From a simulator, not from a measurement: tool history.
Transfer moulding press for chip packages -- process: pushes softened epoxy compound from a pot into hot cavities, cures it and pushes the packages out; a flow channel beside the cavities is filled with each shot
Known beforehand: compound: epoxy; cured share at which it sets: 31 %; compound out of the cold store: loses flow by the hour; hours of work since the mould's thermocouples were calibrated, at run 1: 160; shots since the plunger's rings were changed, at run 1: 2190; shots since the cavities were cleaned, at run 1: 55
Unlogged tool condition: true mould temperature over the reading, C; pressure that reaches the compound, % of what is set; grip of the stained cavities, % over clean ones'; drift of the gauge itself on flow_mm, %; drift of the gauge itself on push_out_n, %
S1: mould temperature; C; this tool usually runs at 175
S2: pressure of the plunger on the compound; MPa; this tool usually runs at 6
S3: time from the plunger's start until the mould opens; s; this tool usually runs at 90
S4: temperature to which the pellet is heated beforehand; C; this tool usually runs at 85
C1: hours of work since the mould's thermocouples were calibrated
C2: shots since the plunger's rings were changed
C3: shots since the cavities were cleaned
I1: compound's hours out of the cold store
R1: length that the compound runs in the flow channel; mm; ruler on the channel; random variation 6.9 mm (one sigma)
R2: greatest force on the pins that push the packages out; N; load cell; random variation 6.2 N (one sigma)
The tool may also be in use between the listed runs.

run	hour	S1	S2	S3	S4	C1	C2	C3	I1	R1	R2
1	0	175	6	90	85	160	2190	55	27	909	261
2	6.8	175	6	90	85	163	2246	111	32.4	884	250
3	14.2	175	6	90	85	167	2308	173	38.4	859	275
4	19.4	175	6	90	85	169	2351	216	35.5	861	279
5	26.8	175	6	90	85	173	2412	277	17.3	941	311
6	32.7	175	6	90	85	175	2462	327	13.1	964	327
7	38.6	169	6	90	85	178	2511	376	42.3	867	423
8	50.3	169	6	90	85	183	2607	472	23.8	926	482
9	58.8	175	6	90	81	187	2678	543	20.2	916	319
10	69.3	175	6	82	85	192	2766	631	45.6	813	381
11	79	175	6	95	85	197	2846	711	16.2	934	310
12	87.5	175	6	71	85	201	2916	781	29.7	881	551
13	98.1	175	6	90	85	206	3004	869	11.3	957	366
# hour 101.6: cavities cleaned with cleaning compound and waxed
14	106	176	6	90	85	209	3058	37	34	852	230
15	113	176	6	90	85	212	3116	95	28	888	244
16	123.3	176	6	90	85	217	3201	180	42.5	816	268
17	133.8	175	5.87	72	85	222	3288	267	28	865	451
18	141.3	175	5.87	72	85	225	3350	329	25.4	879	483
19	147.5	175	5.87	72	85	228	3402	381	35.2	838	484
20	153.1	179	5.98	124	91	230	3448	427	43.6	794	229
# hour 155.9: mould's thermocouples calibrated
21	160.9	169	6	83	85	2	3496	475	36.8	866	545
22	168.4	177	4.7	90	85	6	3558	537	47.5	697	286
23	179.9	173	7.08	117	87	11	3654	633	48	874	264
24	185.4	177	4.71	93	79	14	3700	679	10.3	836	299
25	195.3	177	4.71	93	79	18	3782	761	30.1	761	301
# hour 200.4: mould's thermocouples calibrated, once more
26	204.6	177	4.71	93	79	2	3842	821	11.5	829	311
# hour 214.3: cavities cleaned with cleaning compound and waxed
27	215.3	170	4.86	94	79	6	3919	8	30.6	789	317
28	224	170	4.86	94	79	10	3992	81	15.3	841	339

Forecast each of these 3 alternatives for the next run:
A	235.6	170	6.26	94	79	16	4088	177	43.1	?	?
B	235.6	175	7.31	110	85	16	4088	177	15.7	?	?
C	235.6	170	5.5	94	78	16	4088	177	14.9	?	?

run	R1	R2
A	836	357
B	1007	220
C	909	375
Without the tool's unlogged condition, the same runs would have read:
run	R1	R2
A	902	294
B	1087	181
C	982	309
